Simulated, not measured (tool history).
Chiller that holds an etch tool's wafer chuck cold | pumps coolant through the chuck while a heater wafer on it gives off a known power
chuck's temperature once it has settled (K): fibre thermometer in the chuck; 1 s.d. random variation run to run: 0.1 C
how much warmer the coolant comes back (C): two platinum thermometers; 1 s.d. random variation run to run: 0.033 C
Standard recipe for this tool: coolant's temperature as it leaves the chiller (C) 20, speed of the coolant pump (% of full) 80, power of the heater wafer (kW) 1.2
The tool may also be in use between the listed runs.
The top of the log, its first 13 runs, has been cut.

run     day  coolant's temperature as it leaves the chiller (C)  speed of the coolant pump (% of full)  power of the heater wafer (kW)  chuck's temperature once it has settled (K)  how much warmer the coolant comes back (C)
 14  24.608                                                  20                                     87                             1.2                                       300.75                                        4.09
 15  26.804                                                  20                                     80                             1.2                                       301.55                                        4.51
 16  29.342                                                  20                                     80                             1.2                                       301.45                                        4.52
 17  31.975                                                  20                                     80                             1.2                                       301.65                                        4.52
 18    33.4                                                  22                                     66                             1.2                                       304.85                                        5.64
 19   35.65                                                  22                                     66                             1.2                                       304.95                                        5.56
 20  37.358                                                  22                                     63                           0.809                                       302.05                                        3.97
 21  38.771                                                  20                                     93                            0.73                                       297.45                                        2.46
 22  40.404                                                  14                                     88                           0.707                                       291.55                                        2.41
 23  41.667                                                  17                                     88                           0.707                                       294.65                                        2.59
 24  43.658                                                  17                                     72                           0.707                                       295.35                                        3.11
 25  45.696                                                  16                                     95                           1.148                                       295.95                                        3.69
 26  48.421                                                  16                                     95                           1.148                                       295.85                                        3.63
 27  51.112                                                  24                                     76                             1.2                                       305.75                                        4.85
     52.354  -- gauge calibrated
 28  52.508                                                  24                                     76                           1.245                                       306.05                                        4.86
 29  54.779                                                  20                                     93                             1.2                                       300.25                                        3.74
 30  57.521                                                  13                                     78                           0.921                                       292.45                                         3.5
 31  59.608                                                  19                                     80                             1.2                                       300.35                                         4.4

4 options for the next run, each taken on its own from the tool as it stands now. Forecast them:
  A  61.054                                                  11                                     80                             1.2                                            ?                                           ?
  B  61.054                                                  19                                     72                             1.2                                            ?                                           ?
  C  61.054                                                  11                                     95                           1.452                                            ?                                           ?
  D  61.054                                                  16                                     84                           0.777                                            ?                                           ?

run  chuck's temperature once it has settled (K)  how much warmer the coolant comes back (C)
  A                                       292.55                                        4.44
  B                                       301.15                                        5.02
  C                                       292.65                                        4.51
  D                                       294.25                                        2.68
Take away the tool's hidden state, keep each run's random variation, and the runs would have read:
run  chuck's temperature once it has settled (K)  how much warmer the coolant comes back (C)
  A                                       292.55                                        4.41
  B                                       301.15                                        4.99
  C                                       292.65                                        4.48
  D                                       294.25                                        2.65
